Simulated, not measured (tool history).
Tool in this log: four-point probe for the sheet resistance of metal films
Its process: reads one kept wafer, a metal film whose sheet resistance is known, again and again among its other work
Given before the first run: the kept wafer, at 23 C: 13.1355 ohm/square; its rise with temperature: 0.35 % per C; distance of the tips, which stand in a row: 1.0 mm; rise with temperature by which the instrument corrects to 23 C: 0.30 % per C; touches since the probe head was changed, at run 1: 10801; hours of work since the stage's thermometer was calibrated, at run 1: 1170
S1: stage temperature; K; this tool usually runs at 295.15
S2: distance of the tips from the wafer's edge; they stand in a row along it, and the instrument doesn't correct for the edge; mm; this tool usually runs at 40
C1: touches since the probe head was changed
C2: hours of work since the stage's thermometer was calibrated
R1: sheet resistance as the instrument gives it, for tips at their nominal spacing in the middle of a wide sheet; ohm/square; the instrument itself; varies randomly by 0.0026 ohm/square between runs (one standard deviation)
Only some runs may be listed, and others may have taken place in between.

run,hour,S1,S2,C1,C2,R1
1,0,295.15,40,10801,1170,13.069598
2,45.8,295.15,40,11662,1203,13.067471
# hour 54.1: stage's thermometer calibrated
3,86.3,295.15,20,12412,23,13.070621
4,124.1,295.15,20,13121,51,13.071995
5,146.2,295.15,20,13535,66,13.074745
6,194.8,295.15,20,14447,102,13.071713
7,228.3,295.15,62,15076,126,13.056145
# hour 239: stage's thermometer calibrated, once more
8,253.2,295.15,62,15535,10,13.07446

Forecast run 9:
9,297.8,305.15,16,16372,42,?

Logged for run 9: R1 13.159747 ohm/square.
Had the tool carried no hidden state, the very same run would have given R1 13.215424 ohm/square.
